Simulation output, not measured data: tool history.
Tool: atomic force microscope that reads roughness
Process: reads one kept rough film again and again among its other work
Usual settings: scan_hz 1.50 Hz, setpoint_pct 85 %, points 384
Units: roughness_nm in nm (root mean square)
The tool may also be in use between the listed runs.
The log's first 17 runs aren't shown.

run 18 hour=255.0 | scan_hz=1.50 setpoint_pct=85 points=776 | roughness_nm=4.493
-- hour=261.4 new tip fitted
run 19 hour=265.3 | scan_hz=1.50 setpoint_pct=85 points=384 | roughness_nm=4.525
run 20 hour=283.5 | scan_hz=1.50 setpoint_pct=85 points=384 | roughness_nm=4.496
run 21 hour=301.2 | scan_hz=1.50 setpoint_pct=85 points=626 | roughness_nm=4.521
run 22 hour=316.5 | scan_hz=2.00 setpoint_pct=85 points=384 | roughness_nm=4.266
-- hour=327.0 new tip fitted
run 23 hour=328.4 | scan_hz=1.50 setpoint_pct=64 points=384 | roughness_nm=5.002
run 24 hour=345.4 | scan_hz=1.50 setpoint_pct=64 points=384 | roughness_nm=5.034
run 25 hour=364.5 | scan_hz=1.50 setpoint_pct=64 points=384 | roughness_nm=5.000
run 26 hour=382.9 | scan_hz=1.09 setpoint_pct=61 points=798 | roughness_nm=5.117
-- hour=391.6 new tip fitted
run 27 hour=400.7 | scan_hz=0.75 setpoint_pct=85 points=774 | roughness_nm=4.861
run 28 hour=421.6 | scan_hz=1.50 setpoint_pct=68 points=739 | roughness_nm=4.961
run 29 hour=440.1 | scan_hz=1.50 setpoint_pct=68 points=384 | roughness_nm=4.910
run 30 hour=452.2 | scan_hz=1.50 setpoint_pct=85 points=273 | roughness_nm=4.452
-- hour=457.3 new tip fitted
run 31 hour=472.5 | scan_hz=1.50 setpoint_pct=69 points=265 | roughness_nm=4.916

The next listed run, before its measurement:
run 32 hour=492.9 | scan_hz=1.50 setpoint_pct=69 points=265 | roughness_nm=?

{"run 32": {"roughness_nm": 4.881}}
Without the tool's hidden state the same run would have given roughness_nm 4.891 nm (root mean square).
